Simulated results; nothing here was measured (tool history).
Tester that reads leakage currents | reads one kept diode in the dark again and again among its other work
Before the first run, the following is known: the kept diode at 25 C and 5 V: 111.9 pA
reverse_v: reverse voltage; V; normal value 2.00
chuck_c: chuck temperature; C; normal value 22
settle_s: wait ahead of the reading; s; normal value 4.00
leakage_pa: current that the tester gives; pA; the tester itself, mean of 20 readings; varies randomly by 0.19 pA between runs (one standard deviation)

run,day,reverse_v,chuck_c,settle_s,leakage_pa
1,0.000,2.00,22,4.00,54.23
2,2.200,2.00,22,4.00,54.10
3,3.917,2.00,22,4.00,53.35
4,7.000,2.00,22,4.00,52.79
5,9.250,2.00,22,4.00,52.14
6,11.250,2.00,33,4.00,127.99
7,12.896,2.00,33,4.00,127.91
8,15.525,2.00,22,4.00,61.04
9,18.725,2.00,22,4.00,60.13
10,20.246,2.00,22,4.00,60.24
11,22.871,3.28,22,4.00,73.23
12,25.900,3.28,22,4.00,72.83
13,28.175,3.28,22,4.00,71.83
14,31.321,2.00,36,4.00,176.51
15,33.258,2.00,22,4.00,57.22
16,35.033,2.00,22,4.00,56.45
17,37.546,2.00,22,0.76,56.31
18,38.917,2.00,22,4.00,55.75
19,40.871,2.00,22,4.00,55.09
20,44.092,2.00,41,4.00,247.04
21,46.617,2.00,41,4.00,244.44
22,48.275,2.00,22,2.55,53.86
23,50.562,1.81,34,6.27,154.90
24,52.504,5.28,23,0.40,105.79
25,55.567,1.91,23,1.14,64.78
26,58.538,1.91,23,1.14,64.36
27,60.479,16.44,22,1.64,160.80
28,63.271,2.86,38,1.32,243.68
29,66.242,2.00,26,0.64,81.52
30,69.404,7.35,42,1.78,480.34
31,72.608,7.35,42,1.78,474.58
32,75.304,2.00,22,0.72,56.93
33,77.729,7.96,27,0.72,157.06
34,79.371,7.96,27,0.72,157.47
35,82.196,7.96,27,0.72,155.60
36,85.408,12.32,27,0.47,192.28
37,88.767,1.42,27,6.52,80.42
38,91.104,1.42,27,6.52,79.84
39,93.229,1.42,27,6.52,79.20

Not shown: 3 entries that the log had between the listed runs. Between which runs, and how does the tool's hidden state differ before and after?
Run 7 -> run 8: chuck's temperature calibrated (day 13.354)
  stray current of the dirty probe card, pA a volt: 0.672 -> 0.716; current scale over the true one, %: -0.36 -> -0.37; true chuck temperature over the reading, C: -1.94 -> 0.02
  measured less the result without the state, leakage_pa: -20.49 -> +1.24 pA
Run 22 -> run 23: chuck's temperature calibrated (day 49.804)
  stray current of the dirty probe card, pA a volt: 1.271 -> 1.311; current scale over the true one, %: -0.48 -> -0.49; true chuck temperature over the reading, C: -1.75 -> -0.01
  measured less the result without the state, leakage_pa: -6.11 -> +1.40 pA
Run 36 -> run 37: chuck's temperature calibrated (day 86.254)
  stray current of the dirty probe card, pA a volt: 1.891 -> 1.953; current scale over the true one, %: -0.61 -> -0.62; true chuck temperature over the reading, C: -1.88 -> -0.1
  measured less the result without the state, leakage_pa: -5.99 -> +1.60 pA

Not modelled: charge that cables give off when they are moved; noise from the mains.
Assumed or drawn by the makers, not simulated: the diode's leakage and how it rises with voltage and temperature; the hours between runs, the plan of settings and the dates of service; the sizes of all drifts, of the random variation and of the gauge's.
